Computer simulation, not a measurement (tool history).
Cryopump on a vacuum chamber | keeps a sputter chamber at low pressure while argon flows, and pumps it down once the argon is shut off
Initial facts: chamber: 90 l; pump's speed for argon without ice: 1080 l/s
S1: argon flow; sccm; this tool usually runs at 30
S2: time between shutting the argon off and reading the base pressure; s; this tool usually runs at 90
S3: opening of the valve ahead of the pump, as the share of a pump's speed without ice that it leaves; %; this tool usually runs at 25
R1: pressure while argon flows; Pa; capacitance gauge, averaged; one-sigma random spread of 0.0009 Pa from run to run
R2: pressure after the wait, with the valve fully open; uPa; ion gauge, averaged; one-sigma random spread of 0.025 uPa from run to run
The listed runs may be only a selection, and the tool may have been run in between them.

{"run": 1, "hour": 0.0, "S1": 30, "S2": 90, "S3": 25, "R1": 0.1911, "R2": 1.32}
{"run": 2, "hour": 38.1, "S1": 30, "S2": 90, "S3": 25, "R1": 0.192, "R2": 1.34}
{"run": 3, "hour": 76.4, "S1": 30, "S2": 107, "S3": 25, "R1": 0.1924, "R2": 1.27}
{"run": 4, "hour": 127.9, "S1": 30, "S2": 90, "S3": 25, "R1": 0.1941, "R2": 1.44}
{"run": 5, "hour": 165.6, "S1": 30, "S2": 90, "S3": 25, "R1": 0.1949, "R2": 1.48}
{"run": 6, "hour": 200.9, "S1": 30, "S2": 90, "S3": 25, "R1": 0.1963, "R2": 1.5}
{"run": 7, "hour": 224.2, "S1": 30, "S2": 90, "S3": 25, "R1": 0.1986, "R2": 1.47}
{"run": 8, "hour": 256.1, "S1": 30, "S2": 90, "S3": 25, "R1": 0.1979, "R2": 1.52}
{"run": 9, "hour": 293.4, "S1": 30, "S2": 90, "S3": 25, "R1": 0.1986, "R2": 1.55}
{"run": 10, "hour": 334.3, "S1": 30, "S2": 28, "S3": 25, "R1": 0.2011, "R2": 3.26}
{"run": 11, "hour": 376.4, "S1": 30, "S2": 28, "S3": 25, "R1": 0.2013, "R2": 3.32}
{"run": 12, "hour": 407.3, "S1": 30, "S2": 28, "S3": 25, "R1": 0.2027, "R2": 3.3}
{"run": 13, "hour": 441.3, "S1": 30, "S2": 28, "S3": 25, "R1": 0.2041, "R2": 3.35}
{"run": 14, "hour": 479.0, "S1": 30, "S2": 28, "S3": 25, "R1": 0.2056, "R2": 3.51}
{"run": 15, "hour": 508.6, "S1": 30, "S2": 90, "S3": 25, "R1": 0.2102, "R2": 1.85}
{"hour": 540.0, "done": "pump warmed up, emptied and cooled again"}
{"run": 16, "hour": 540.8, "S1": 30, "S2": 90, "S3": 25, "R1": 0.1895, "R2": 1.59}
{"run": 17, "hour": 593.0, "S1": 30, "S2": 90, "S3": 25, "R1": 0.1904, "R2": 1.57}
{"run": 18, "hour": 621.6, "S1": 30, "S2": 90, "S3": 25, "R1": 0.1904, "R2": 1.6}
{"run": 19, "hour": 657.3, "S1": 15, "S2": 28, "S3": 23, "R1": 0.1046, "R2": 3.42}
{"run": 20, "hour": 690.7, "S1": 23, "S2": 163, "S3": 31, "R1": 0.1204, "R2": 1.32}
{"run": 21, "hour": 725.0, "S1": 16, "S2": 59, "S3": 25, "R1": 0.1038, "R2": 2.09}
{"run": 22, "hour": 762.2, "S1": 30, "S2": 41, "S3": 24, "R1": 0.2019, "R2": 2.7}
{"run": 23, "hour": 785.7, "S1": 25, "S2": 37, "S3": 25, "R1": 0.1629, "R2": 2.87}
{"run": 24, "hour": 823.8, "S1": 19, "S2": 122, "S3": 27, "R1": 0.1154, "R2": 1.61}
{"run": 25, "hour": 861.5, "S1": 19, "S2": 122, "S3": 27, "R1": 0.1154, "R2": 1.64}
{"run": 26, "hour": 899.7, "S1": 19, "S2": 31, "S3": 50, "R1": 0.0677, "R2": 3.28}
{"run": 27, "hour": 922.1, "S1": 19, "S2": 31, "S3": 50, "R1": 0.0686, "R2": 3.24}
{"run": 28, "hour": 954.9, "S1": 19, "S2": 31, "S3": 50, "R1": 0.0676, "R2": 3.3}
{"run": 29, "hour": 1005.5, "S1": 19, "S2": 31, "S3": 50, "R1": 0.0686, "R2": 3.4}
{"run": 30, "hour": 1046.5, "S1": 23, "S2": 21, "S3": 25, "R1": 0.1577, "R2": 4.47}
{"run": 31, "hour": 1079.2, "S1": 23, "S2": 21, "S3": 25, "R1": 0.1596, "R2": 4.71}
{"run": 32, "hour": 1111.1, "S1": 25, "S2": 90, "S3": 30, "R1": 0.147, "R2": 2.23}

Estimate the outcome of run 33 from the log above:
{"hour": 1143.3, "done": "pump warmed up, emptied and cooled again"}
{"run": 33, "hour": 1155.1, "S1": 57, "S2": 85, "S3": 20, "R1": "?", "R2": "?"}

R1: 0.4472 Pa
R2: 1.83 uPa
On a tool with no hidden condition, and with the same random variation, this run would have come out at R1 0.4434 Pa, R2 1.06 uPa.

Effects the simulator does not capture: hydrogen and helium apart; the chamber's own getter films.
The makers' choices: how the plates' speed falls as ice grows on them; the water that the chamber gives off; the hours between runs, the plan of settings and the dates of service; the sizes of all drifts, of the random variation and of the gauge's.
